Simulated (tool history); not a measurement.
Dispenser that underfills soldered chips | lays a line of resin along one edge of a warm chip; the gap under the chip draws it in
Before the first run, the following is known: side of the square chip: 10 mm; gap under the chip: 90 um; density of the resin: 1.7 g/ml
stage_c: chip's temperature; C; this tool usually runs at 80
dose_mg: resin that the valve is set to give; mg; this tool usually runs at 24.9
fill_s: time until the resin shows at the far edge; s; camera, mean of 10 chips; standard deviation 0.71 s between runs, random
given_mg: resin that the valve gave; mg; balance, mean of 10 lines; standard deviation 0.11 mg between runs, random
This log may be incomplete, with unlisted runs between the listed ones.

| run | day | stage_c | dose_mg | fill_s | given_mg |
|---|---|---|---|---|---|
| 1 | 0.000 | 80 | 24.9 | 91.5 | 23.29 |
| 2 | 0.117 | 80 | 24.9 | 105.7 | 23.40 |
|  | 0.233 | new syringe of resin |
| 3 | 0.242 | 80 | 24.9 | 66.6 | 23.41 |
| 4 | 0.429 | 80 | 25.5 | 83.2 | 23.65 |
| 5 | 0.579 | 80 | 25.5 | 100.9 | 23.77 |
|  | 0.721 | new syringe of resin |
| 6 | 0.754 | 80 | 25.5 | 69.0 | 23.58 |
| 7 | 0.896 | 80 | 25.5 | 83.6 | 23.56 |
| 8 | 0.983 | 71 | 25.5 | 146.7 | 23.61 |
| 9 | 1.179 | 80 | 24.9 | 117.6 | 23.06 |
|  | 1.204 | new syringe of resin |
| 10 | 1.279 | 76 | 24.9 | 88.6 | 23.01 |
| 11 | 1.425 | 76 | 24.9 | 105.5 | 22.85 |
| 12 | 1.579 | 87 | 24.9 | 74.2 | 22.80 |
|  | 1.688 | new syringe of resin |
| 13 | 1.708 | 80 | 24.9 | 66.8 | 22.74 |
| 14 | 1.858 | 80 | 24.9 | 78.0 | 22.84 |
| 15 | 1.975 | 80 | 24.9 | 92.7 | 22.83 |
|  | 2.167 | dispensing valve cleaned and set on the balance |
| 16 | 2.200 | 80 | 24.9 | 112.3 | 25.05 |
|  | 2.225 | new syringe of resin |
| 17 | 2.388 | 76 | 24.9 | 98.7 | 24.81 |
| 18 | 2.479 | 80 | 27.1 | 88.4 | 27.06 |
| 19 | 2.658 | 80 | 27.1 | 109.8 | 26.98 |
|  | 2.717 | new syringe of resin |
| 20 | 2.833 | 72 | 29.8 | 112.8 | 29.44 |
| 21 | 2.983 | 72 | 29.8 | 133.5 | 29.44 |
| 22 | 3.117 | 72 | 29.8 | 157.8 | 29.48 |
|  | 3.212 | new syringe of resin |
| 23 | 3.229 | 94 | 22.3 | 34.2 | 21.80 |
| 24 | 3.342 | 77 | 27.5 | 85.9 | 27.17 |
| 25 | 3.425 | 77 | 26.1 | 98.3 | 25.81 |
| 26 | 3.504 | 77 | 26.1 | 108.5 | 25.75 |
| 27 | 3.625 | 77 | 26.1 | 125.2 | 25.56 |
|  | 3.704 | new syringe of resin |
| 28 | 3.721 | 77 | 26.1 | 74.9 | 25.75 |
| 29 | 3.908 | 81 | 23.7 | 78.1 | 23.05 |
| 30 | 4.054 | 72 | 27.8 | 147.0 | 27.13 |
| 31 | 4.142 | 66 | 24.9 | 232.1 | 24.29 |
|  | 4.200 | new syringe of resin |
| 32 | 4.238 | 87 | 23.1 | 46.8 | 22.74 |
| 33 | 4.333 | 68 | 24.9 | 139.6 | 24.06 |
| 34 | 4.425 | 68 | 24.9 | 160.5 | 24.18 |
| 35 | 4.533 | 85 | 24.5 | 74.9 | 23.76 |

Predict each of these 4 candidate next runs independently; none follows another, all start after run 35:
|  | 4.688 | new syringe of resin |
| A | 4.721 | 92 | 25.2 | ? | ? |
|  | 4.688 | new syringe of resin |
| B | 4.721 | 70 | 25.2 | ? | ? |
|  | 4.688 | new syringe of resin |
| C | 4.721 | 95 | 28.8 | ? | ? |
|  | 4.688 | new syringe of resin |
| D | 4.721 | 80 | 32.3 | ? | ? |

| run | fill_s | given_mg |
|---|---|---|
| A | 36.1 | 24.53 |
| B | 109.7 | 24.46 |
| C | 31.4 | 27.99 |
| D | 65.0 | 31.37 |
With no hidden state in the tool, these same runs would have given:
| run | fill_s | given_mg |
|---|---|---|
| A | 35.4 | 25.37 |
| B | 107.8 | 25.30 |
| C | 30.8 | 28.96 |
| D | 64.0 | 32.45 |

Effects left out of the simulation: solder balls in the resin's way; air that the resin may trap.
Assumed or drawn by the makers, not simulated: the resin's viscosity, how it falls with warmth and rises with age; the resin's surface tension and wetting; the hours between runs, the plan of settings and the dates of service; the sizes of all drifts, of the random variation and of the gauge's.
